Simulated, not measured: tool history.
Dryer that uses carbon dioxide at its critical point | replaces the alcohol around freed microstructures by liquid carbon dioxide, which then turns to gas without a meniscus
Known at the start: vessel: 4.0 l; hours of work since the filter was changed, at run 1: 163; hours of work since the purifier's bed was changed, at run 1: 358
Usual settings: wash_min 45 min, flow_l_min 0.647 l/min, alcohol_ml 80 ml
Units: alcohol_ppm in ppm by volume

| run | hour | wash_min | flow_l_min | alcohol_ml | hours of work since the filter was changed | hours of work since the purifier's bed was changed | alcohol_ppm |
|---|---|---|---|---|---|---|---|
| 1 | 0.0 | 45 | 0.647 | 80 | 163 | 358 | 227 |
| 2 | 18.9 | 45 | 0.647 | 80 | 173 | 367 | 229 |
| 3 | 37.5 | 45 | 0.647 | 80 | 182 | 377 | 230 |
| 4 | 52.6 | 45 | 0.647 | 80 | 189 | 384 | 250 |
| 5 | 68.6 | 45 | 0.590 | 80 | 197 | 392 | 291 |
| 6 | 82.6 | 45 | 0.590 | 80 | 204 | 399 | 316 |
| 7 | 93.2 | 45 | 0.590 | 80 | 210 | 405 | 300 |
| 8 | 108.0 | 45 | 0.647 | 29 | 217 | 412 | 210 |
|  | 118.9 | inlet filter changed |
| 9 | 121.6 | 38 | 0.647 | 80 | 1 | 418 | 331 |
| 10 | 133.9 | 53 | 0.647 | 80 | 8 | 425 | 208 |
| 11 | 153.1 | 45 | 0.983 | 80 | 17 | 434 | 181 |
| 12 | 163.8 | 45 | 0.983 | 80 | 22 | 439 | 184 |
| 13 | 183.0 | 32 | 1.049 | 105 | 32 | 449 | 234 |
| 14 | 195.3 | 30 | 0.958 | 31 | 38 | 455 | 228 |
| 15 | 209.7 | 30 | 0.958 | 104 | 45 | 462 | 300 |
| 16 | 225.3 | 45 | 0.680 | 61 | 53 | 470 | 240 |
| 17 | 243.8 | 34 | 0.647 | 57 | 62 | 479 | 399 |
| 18 | 254.2 | 29 | 0.845 | 57 | 68 | 485 | 310 |
| 19 | 269.8 | 45 | 0.891 | 103 | 76 | 492 | 225 |
| 20 | 285.5 | 45 | 0.891 | 103 | 83 | 500 | 216 |
| 21 | 298.0 | 54 | 0.662 | 71 | 90 | 507 | 233 |
| 22 | 312.0 | 60 | 0.494 | 71 | 97 | 514 | 272 |
| 23 | 328.0 | 66 | 0.415 | 71 | 105 | 522 | 300 |
| 24 | 338.4 | 45 | 0.559 | 57 | 110 | 527 | 334 |

3 ways to go on from here, each from the tool as it stands after run 24. What would each give?
| A | 348.4 | 45 | 0.965 | 57 | 115 | 532 | ? |
| B | 348.4 | 44 | 0.559 | 57 | 115 | 532 | ? |
| C | 348.4 | 45 | 0.647 | 38 | 115 | 532 | ? |

| run | alcohol_ppm |
|---|---|
| A | 227 |
| B | 339 |
| C | 255 |
Without the tool's hidden state the same runs would have given:
| run | alcohol_ppm |
|---|---|
| A | 8 |
| B | 106 |
| C | 36 |
